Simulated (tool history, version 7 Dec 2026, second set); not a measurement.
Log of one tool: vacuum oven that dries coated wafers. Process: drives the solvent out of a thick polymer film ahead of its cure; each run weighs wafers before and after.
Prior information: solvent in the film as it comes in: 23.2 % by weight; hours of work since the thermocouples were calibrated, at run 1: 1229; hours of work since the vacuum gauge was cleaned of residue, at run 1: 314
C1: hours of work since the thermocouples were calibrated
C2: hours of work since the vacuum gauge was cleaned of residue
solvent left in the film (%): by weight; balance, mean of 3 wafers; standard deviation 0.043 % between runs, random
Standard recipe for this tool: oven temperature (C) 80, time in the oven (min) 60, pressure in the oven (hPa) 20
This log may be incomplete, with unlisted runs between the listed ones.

{"run": 1, "day": 0.0, "oven temperature (C)": 80, "time in the oven (min)": 60, "pressure in the oven (hPa)": 20, "C1": 1229, "C2": 314, "solvent left in the film (%)": 3.65}
{"run": 2, "day": 0.588, "oven temperature (C)": 80, "time in the oven (min)": 63, "pressure in the oven (hPa)": 20, "C1": 1239, "C2": 324, "solvent left in the film (%)": 3.29}
{"run": 3, "day": 1.638, "oven temperature (C)": 80, "time in the oven (min)": 63, "pressure in the oven (hPa)": 20, "C1": 1255, "C2": 340, "solvent left in the film (%)": 3.44}
{"run": 4, "day": 2.192, "oven temperature (C)": 80, "time in the oven (min)": 63, "pressure in the oven (hPa)": 20, "C1": 1264, "C2": 349, "solvent left in the film (%)": 3.43}
{"run": 5, "day": 2.896, "oven temperature (C)": 80, "time in the oven (min)": 63, "pressure in the oven (hPa)": 20, "C1": 1275, "C2": 361, "solvent left in the film (%)": 3.39}
{"run": 6, "day": 3.867, "oven temperature (C)": 80, "time in the oven (min)": 63, "pressure in the oven (hPa)": 18.8, "C1": 1291, "C2": 376, "solvent left in the film (%)": 3.28}
{"run": 7, "day": 5.142, "oven temperature (C)": 85, "time in the oven (min)": 63, "pressure in the oven (hPa)": 18.8, "C1": 1311, "C2": 396, "solvent left in the film (%)": 2.04}
{"run": 8, "day": 6.412, "oven temperature (C)": 85, "time in the oven (min)": 63, "pressure in the oven (hPa)": 18.8, "C1": 1332, "C2": 417, "solvent left in the film (%)": 2.08}

Run 9 has not been measured yet. What should we expect?
{"run": 9, "day": 6.988, "oven temperature (C)": 80, "time in the oven (min)": 62, "pressure in the oven (hPa)": 20, "C1": 1341, "C2": 426, "solvent left in the film (%)": "?"}

solvent left in the film (%): 3.59
With the hidden condition absent and the run-to-run variation left alone, this run would have shown solvent left in the film (%) 2.79.
